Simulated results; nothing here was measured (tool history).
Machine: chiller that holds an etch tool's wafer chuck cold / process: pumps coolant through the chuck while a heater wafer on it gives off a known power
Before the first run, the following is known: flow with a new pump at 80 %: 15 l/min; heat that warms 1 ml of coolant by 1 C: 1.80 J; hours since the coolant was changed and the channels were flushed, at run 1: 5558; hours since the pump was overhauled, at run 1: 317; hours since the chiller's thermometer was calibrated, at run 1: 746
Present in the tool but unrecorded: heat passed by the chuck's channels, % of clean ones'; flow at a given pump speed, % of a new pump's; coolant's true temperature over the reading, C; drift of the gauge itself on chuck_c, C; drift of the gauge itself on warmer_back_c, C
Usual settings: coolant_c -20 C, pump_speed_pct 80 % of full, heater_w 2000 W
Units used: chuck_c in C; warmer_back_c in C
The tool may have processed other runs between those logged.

run	hour	coolant_c	pump_speed_pct	heater_w	hours since the coolant was changed and the channels were flushed	hours since the pump was overhauled	hours since the chiller's thermometer was calibrated	chuck_c	warmer_back_c
1	0.0	-20	80	2000	5558	317	746	5.4	4.46
2	60.0	-20	80	2000	5618	377	806	5.2	4.43
3	93.4	-20	80	2000	5651	410	840	5.4	4.48
4	159.0	-20	80	2000	5717	476	905	5.2	4.52
5	207.9	-20	80	2000	5766	525	954	5.2	4.42
6	255.8	-20	80	2000	5814	573	1002	5.4	4.53
7	299.2	-20	80	2000	5857	616	1046	5.3	4.44
8	374.7	-20	80	2000	5933	692	1121	5.4	4.49
9	442.5	-19	80	2000	6001	759	1189	6.6	4.48
10	504.2	-20	80	1554	6062	821	1251	-0.2	3.43
11	571.9	-20	80	1554	6130	889	1318	-0.1	3.51
12	634.6	-20	80	1565	6193	952	1381	-0.2	3.56
13	710.0	-20	80	1565	6268	1027	1456	0.0	3.55
14	778.1	-20	80	1565	6336	1095	1524	0.0	3.57
15	822.6	-20	80	1565	6381	1140	1569	0.1	3.50
16	860.0	-12	80	2000	6418	1177	1606	13.6	4.55
17	941.9	-14	71	1281	6500	1259	1688	3.4	3.26
18	998.1	-16	85	2552	6556	1315	1745	15.9	5.44
19	1068.7	-16	85	2552	6627	1386	1815	16.0	5.42
20	1108.1	-23	77	2552	6666	1425	1854	10.4	5.98
21	1177.5	-23	64	2195	6736	1494	1924	8.3	6.19
22	1224.0	-23	64	2195	6782	1541	1970	8.2	6.19
23	1279.0	-23	64	2195	6837	1596	2025	8.3	6.11
24	1334.4	-23	64	2195	6892	1651	2081	8.3	6.18
# hour 1385.0: coolant changed, channels flushed
25	1411.4	-23	76	1008	26	1722	2152	-10.5	2.37
26	1444.4	-30	76	1675	59	1755	2185	-9.3	3.95
27	1496.8	-18	90	2477	112	1808	2237	10.4	4.96
28	1532.7	-18	61	2913	148	1844	2273	22.0	8.59
29	1596.2	-20	69	2633	211	1907	2337	14.0	6.95
30	1645.2	-20	62	2851	260	1956	2386	18.7	8.30
31	1726.4	-27	62	2747	341	2037	2467	10.3	7.94
32	1804.3	-27	62	2747	419	2115	2545	10.4	7.98

A few steps of chuck_c between consecutive runs. Split each: what settings, incoming material and random variation would produce without the hidden state, and what is left over for the hidden state, along with gauge scatter present in only one of the two compared results (measured, and without hidden state):
Run 15 -> 16: coolant_c -20 -> -12, heater_w 1565 -> 2000. chuck_c +13.5 C: hidden state +0.3, all else +13.2.
Run 16 -> 17: coolant_c -12 -> -14, pump_speed_pct 80 -> 71, heater_w 2000 -> 1281. chuck_c -10.2 C: hidden state -0.5, all else -9.7.
Run 17 -> 18: coolant_c -14 -> -16, pump_speed_pct 71 -> 85, heater_w 1281 -> 2552. chuck_c +12.5 C: hidden state +1.1, all else +11.4.
Run 24 -> 25: pump_speed_pct 64 -> 76, heater_w 2195 -> 1008, coolant changed, channels flushed. chuck_c -18.8 C: hidden state -2.2, all else -16.6.
Run 26 -> 27: coolant_c -30 -> -18, pump_speed_pct 76 -> 90, heater_w 1675 -> 2477. chuck_c +19.7 C: hidden state +0.1, all else +19.6.
